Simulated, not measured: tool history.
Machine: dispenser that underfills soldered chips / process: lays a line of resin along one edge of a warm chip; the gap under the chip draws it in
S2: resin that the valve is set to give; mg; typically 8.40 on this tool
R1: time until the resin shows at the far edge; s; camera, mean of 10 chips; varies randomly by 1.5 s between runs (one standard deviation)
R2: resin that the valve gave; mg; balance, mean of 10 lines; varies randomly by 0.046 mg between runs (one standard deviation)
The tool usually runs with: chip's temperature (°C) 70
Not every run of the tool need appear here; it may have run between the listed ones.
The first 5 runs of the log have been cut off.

At hour 36.6: new syringe of resin.
Run 6, hour 37.7: usual settings but chip's temperature (°C) 67. Result: R1 174.7 s, R2 8.17 mg.
Run 7, hour 42.2: usual settings but chip's temperature (°C) 67. Result: R1 197.6 s, R2 8.25 mg.
Run 8, hour 48.3: usual settings but S2 8.08 mg. Result: R1 195.2 s, R2 7.89 mg.
At hour 53.6: new syringe of resin.
Run 9, hour 54.6: usual settings but S2 8.08 mg. Result: R1 149.2 s, R2 7.85 mg.
Run 10, hour 62.4: usual settings but S2 9.26 mg. Result: R1 178.2 s, R2 8.98 mg.
Run 11, hour 66.4: usual settings but S2 9.26 mg. Result: R1 195.2 s, R2 9.10 mg.
At hour 70.3: new syringe of resin.
Run 12, hour 74.0: usual settings. Result: R1 161.9 s, R2 8.13 mg.
Run 13, hour 81.3: usual settings. Result: R1 192.2 s, R2 8.05 mg.
At hour 87.2: new syringe of resin.
Run 14, hour 89.8: usual settings. Result: R1 158.7 s, R2 8.16 mg.
Run 15, hour 98.1: usual settings. Result: R1 191.4 s, R2 8.12 mg.
At hour 103.7: new syringe of resin.
Run 16, hour 103.7: usual settings. Result: R1 148.5 s, R2 8.09 mg.
Run 17, hour 112.4: usual settings. Result: R1 183.7 s, R2 8.02 mg.
At hour 120.4: new syringe of resin.
Run 18, hour 121.4: usual settings but S2 7.59 mg. Result: R1 154.8 s, R2 7.31 mg.
Run 19, hour 126.3: usual settings but chip's temperature (°C) 80, S2 9.26 mg. Result: R1 100.9 s, R2 8.74 mg.
Run 20, hour 135.8: usual settings but chip's temperature (°C) 85. Result: R1 106.0 s, R2 7.92 mg.
At hour 137.0: new syringe of resin.
Run 21, hour 146.0: usual settings but chip's temperature (°C) 74, S2 9.03 mg. Result: R1 144.3 s, R2 8.52 mg.
Run 22, hour 150.7: usual settings but chip's temperature (°C) 74, S2 9.03 mg. Result: R1 163.8 s, R2 8.48 mg.
At hour 153.7: new syringe of resin.
Run 23, hour 156.4: usual settings but chip's temperature (°C) 82. Result: R1 88.8 s, R2 7.84 mg.
Run 24, hour 165.1: usual settings but chip's temperature (°C) 82. Result: R1 111.4 s, R2 7.84 mg.
At hour 171.0: new syringe of resin.
Run 25, hour 171.0: usual settings but chip's temperature (°C) 82. Result: R1 84.5 s, R2 7.89 mg.
Run 26, hour 177.7: usual settings but chip's temperature (°C) 82. Result: R1 101.8 s, R2 7.81 mg.
Run 27, hour 185.3: usual settings but chip's temperature (°C) 82. Result: R1 121.8 s, R2 7.81 mg.
At hour 188.2: new syringe of resin.
At hour 190.6: dispensing valve cleaned and set on the balance.
Run 28, hour 195.6: usual settings but S2 8.15 mg. Result: R1 173.8 s, R2 8.12 mg.

Predict the results of run 29:
Run 29, hour 202.3: usual settings but chip's temperature (°C) 60, S2 7.78 mg. Result: R1 ?, R2 ?.

R1: 347.9 s
R2: 7.73 mg
The same run, on a tool lacking any hidden state, would have yielded R1 242.6 s, R2 7.79 mg.

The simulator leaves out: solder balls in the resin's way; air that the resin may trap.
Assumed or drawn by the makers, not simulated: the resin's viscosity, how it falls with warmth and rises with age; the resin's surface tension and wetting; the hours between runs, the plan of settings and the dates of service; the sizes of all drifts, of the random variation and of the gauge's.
